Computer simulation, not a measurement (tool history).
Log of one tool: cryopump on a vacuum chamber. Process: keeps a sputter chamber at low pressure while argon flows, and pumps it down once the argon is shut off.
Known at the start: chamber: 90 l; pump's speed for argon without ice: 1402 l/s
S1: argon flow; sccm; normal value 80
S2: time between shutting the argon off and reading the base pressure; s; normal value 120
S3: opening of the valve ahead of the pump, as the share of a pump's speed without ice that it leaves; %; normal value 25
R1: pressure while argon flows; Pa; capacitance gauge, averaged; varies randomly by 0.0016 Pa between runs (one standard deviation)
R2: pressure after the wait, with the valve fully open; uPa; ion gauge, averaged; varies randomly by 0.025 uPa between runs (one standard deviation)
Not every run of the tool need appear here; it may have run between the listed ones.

Run 1, hour 0: usual settings. Result: R1 0.3957 Pa, R2 3.69 uPa.
Run 2, hour 50.6: usual settings but S1 49 sccm. Result: R1 0.2435 Pa, R2 3.66 uPa.
Run 3, hour 111.2: usual settings but S3 47 %. Result: R1 0.2204 Pa, R2 3.83 uPa.
Run 4, hour 140.5: usual settings but S3 59 %. Result: R1 0.1788 Pa, R2 3.87 uPa.
Run 5, hour 185.7: usual settings but S1 57 sccm. Result: R1 0.2881 Pa, R2 3.92 uPa.
At hour 197.3: leaking fittings of the chamber tightened, without venting.
Run 6, hour 228.2: usual settings but S1 57 sccm. Result: R1 0.2881 Pa, R2 1.05 uPa.
Run 7, hour 256.6: usual settings but S1 57 sccm. Result: R1 0.2888 Pa, R2 1.07 uPa.
Run 8, hour 290.3: usual settings. Result: R1 0.4084 Pa, R2 1.11 uPa.
Run 9, hour 324.7: usual settings. Result: R1 0.4077 Pa, R2 1.14 uPa.
Run 10, hour 353.1: usual settings but S2 151 s. Result: R1 0.4117 Pa, R2 1.02 uPa.
Run 11, hour 387.4: usual settings. Result: R1 0.4117 Pa, R2 1.19 uPa.
Run 12, hour 431.9: usual settings. Result: R1 0.4117 Pa, R2 1.27 uPa.
Run 13, hour 476.4: usual settings but S3 45 %. Result: R1 0.2459 Pa, R2 1.29 uPa.
Run 14, hour 530.7: usual settings but S3 45 %. Result: R1 0.2477 Pa, R2 1.32 uPa.
Run 15, hour 583.6: usual settings but S1 81 sccm. Result: R1 0.4261 Pa, R2 1.42 uPa.
Run 16, hour 626.8: usual settings but S1 81 sccm. Result: R1 0.4256 Pa, R2 1.48 uPa.
Run 17, hour 661.2: usual settings but S3 21 %. Result: R1 0.499 Pa, R2 1.48 uPa.
Run 18, hour 701.3: usual settings but S3 21 %. Result: R1 0.4968 Pa, R2 1.55 uPa.
Run 19, hour 762.6: usual settings but S3 21 %. Result: R1 0.4989 Pa, R2 1.62 uPa.

Run 20 has not been measured yet. What should we expect?
At hour 789: pump warmed up, emptied and cooled again.
Run 20, hour 827.3: usual settings but S3 21 %. Result: R1 ?, R2 ?.

R1: 0.4592 Pa
R2: 1.43 uPa
Were there no unlogged condition in the tool, this run, its random variation unchanged, would have produced R1 0.4569 Pa, R2 0.95 uPa.
